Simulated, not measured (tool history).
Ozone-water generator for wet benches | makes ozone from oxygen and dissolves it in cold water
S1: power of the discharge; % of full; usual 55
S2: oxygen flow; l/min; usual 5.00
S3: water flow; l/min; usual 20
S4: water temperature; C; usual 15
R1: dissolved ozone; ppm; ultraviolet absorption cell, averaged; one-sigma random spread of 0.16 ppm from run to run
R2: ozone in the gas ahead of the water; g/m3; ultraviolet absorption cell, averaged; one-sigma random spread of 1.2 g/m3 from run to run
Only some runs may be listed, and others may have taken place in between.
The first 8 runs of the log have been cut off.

Run 9, day 12.242: usual settings but S2 2.51 l/min. Result: R1 19.3 ppm, R2 299.5 g/m3.
Run 10, day 14.429: usual settings but S2 2.51 l/min. Result: R1 19.1 ppm, R2 305.5 g/m3.
Run 11, day 16.533: usual settings but S2 2.51 l/min. Result: R1 19.3 ppm, R2 306.2 g/m3.
Run 12, day 17.838: usual settings. Result: R1 21.3 ppm, R2 211.6 g/m3.
Run 13, day 19.921: usual settings but S3 27 l/min. Result: R1 16.6 ppm, R2 211.7 g/m3.
Run 14, day 22.071: usual settings but S3 27 l/min. Result: R1 16.6 ppm, R2 212.3 g/m3.
Run 15, day 22.983: usual settings but S1 71 % of full. Result: R1 27.1 ppm, R2 267.1 g/m3.
Run 16, day 25.071: usual settings. Result: R1 21.2 ppm, R2 213.1 g/m3.
Run 17, day 26.608: usual settings. Result: R1 21.3 ppm, R2 213.9 g/m3.
Run 18, day 28.821: usual settings. Result: R1 21.2 ppm, R2 213.4 g/m3.
Run 19, day 30.500: usual settings but S1 51 % of full, S2 6.57 l/min. Result: R1 20.0 ppm, R2 174.2 g/m3.
Run 20, day 31.933: usual settings but S1 61 % of full, S2 3.85 l/min. Result: R1 22.8 ppm, R2 268.3 g/m3.
Run 21, day 33.054: usual settings but S1 80 % of full, S2 4.70 l/min, S4 13 C. Result: R1 30.3 ppm, R2 309.5 g/m3.
Run 22, day 35.225: usual settings but S1 97 % of full, S4 20 C. Result: R1 33.2 ppm, R2 356.4 g/m3.
Run 23, day 36.712: usual settings but S1 43 % of full, S2 4.20 l/min, S3 14 l/min. Result: R1 22.1 ppm, R2 186.6 g/m3.
Run 24, day 38.079: usual settings but S3 26 l/min, S4 8 C. Result: R1 18.3 ppm, R2 213.8 g/m3.
Run 25, day 38.992: usual settings but S3 26 l/min, S4 8 C. Result: R1 18.4 ppm, R2 213.4 g/m3.
Run 26, day 40.000: usual settings but S3 26 l/min, S4 8 C. Result: R1 18.4 ppm, R2 214.7 g/m3.
Run 27, day 41.712: usual settings but S1 59 % of full. Result: R1 22.6 ppm, R2 228.3 g/m3.
Run 28, day 42.638: usual settings but S3 28 l/min, S4 16 C. Result: R1 16.0 ppm, R2 216.0 g/m3.
Run 29, day 43.946: usual settings but S4 16 C. Result: R1 20.8 ppm, R2 215.1 g/m3.
Run 30, day 45.367: usual settings but S4 16 C. Result: R1 21.0 ppm, R2 214.2 g/m3.
Run 31, day 46.750: usual settings but S1 44 % of full, S3 16 l/min, S4 16 C. Result: R1 20.4 ppm, R2 177.2 g/m3.
Run 32, day 48.879: usual settings but S1 83 % of full. Result: R1 30.9 ppm, R2 314.6 g/m3.

Here are 3 independent what-if runs from the current tool condition. What would each one return?
Run A, day 50.154: usual settings but S1 53 % of full, S3 15 l/min, S4 9 C. Result: R1 ?, R2 ?.
Run B, day 50.154: usual settings but S1 61 % of full, S3 14 l/min. Result: R1 ?, R2 ?.
Run C, day 50.154: usual settings but S1 83 % of full, S2 7.55 l/min, S3 13 l/min, S4 10 C. Result: R1 ?, R2 ?.

run    R1     R2
  A  27.8  209.2
  B  30.2  235.2
  C  43.6  250.1
Without the tool's hidden state the same runs would have given:
run    R1     R2
  A  27.8  203.7
  B  30.2  229.0
  C  43.7  243.5
